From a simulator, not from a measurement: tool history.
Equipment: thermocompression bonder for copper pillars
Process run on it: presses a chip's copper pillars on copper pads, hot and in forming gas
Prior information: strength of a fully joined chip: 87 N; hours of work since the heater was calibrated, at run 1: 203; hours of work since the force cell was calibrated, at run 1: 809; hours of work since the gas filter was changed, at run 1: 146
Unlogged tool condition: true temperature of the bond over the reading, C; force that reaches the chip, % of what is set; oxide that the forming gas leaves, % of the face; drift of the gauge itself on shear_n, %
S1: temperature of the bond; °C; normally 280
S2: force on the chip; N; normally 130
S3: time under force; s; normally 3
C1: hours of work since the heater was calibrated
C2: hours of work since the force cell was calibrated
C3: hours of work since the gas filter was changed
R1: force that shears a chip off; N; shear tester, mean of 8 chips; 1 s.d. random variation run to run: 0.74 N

run     day   S1   S2  S3   C1    C2   C3    R1
  1       0  280  130   3  203   809  146  55.3
  2   1.775  280  130   3  233   838  175  55.3
  3   3.196  280  130   7  256   862  199  68.4
  4   4.362  280  130   7  276   881  218  66.7
  5     6.2  280  130   7  306   912  249  67.8
      6.517  -- forming gas filter changed
  6   7.221  280  130   7  323   929   12  67.5
  7   8.162  280  138   7  339   944   27  70.4
  8  10.188  280  138   7  372   978   61  68.7
  9   11.85  280  130   3  400  1006   89  54.3
 10  13.383  251  115   3  425  1031  114  36.9
 11  15.079  260  178   6  454  1059  142  66.4
 12    16.6  260  178   6  479  1085  168  66.2
 13  18.221  260  126   2  506  1112  195    37
 14  19.942  260  126   2  535  1140  223  37.9
 15  21.662  260  126   2  563  1169  252  37.7

For run 16, what comes out?
      21.85  -- forming gas filter changed
 16  23.008  295  79   2  585  1191  19   ?

R1: 39.1 N
The same run, on a tool lacking any hidden state, would have yielded R1 39.1 N.

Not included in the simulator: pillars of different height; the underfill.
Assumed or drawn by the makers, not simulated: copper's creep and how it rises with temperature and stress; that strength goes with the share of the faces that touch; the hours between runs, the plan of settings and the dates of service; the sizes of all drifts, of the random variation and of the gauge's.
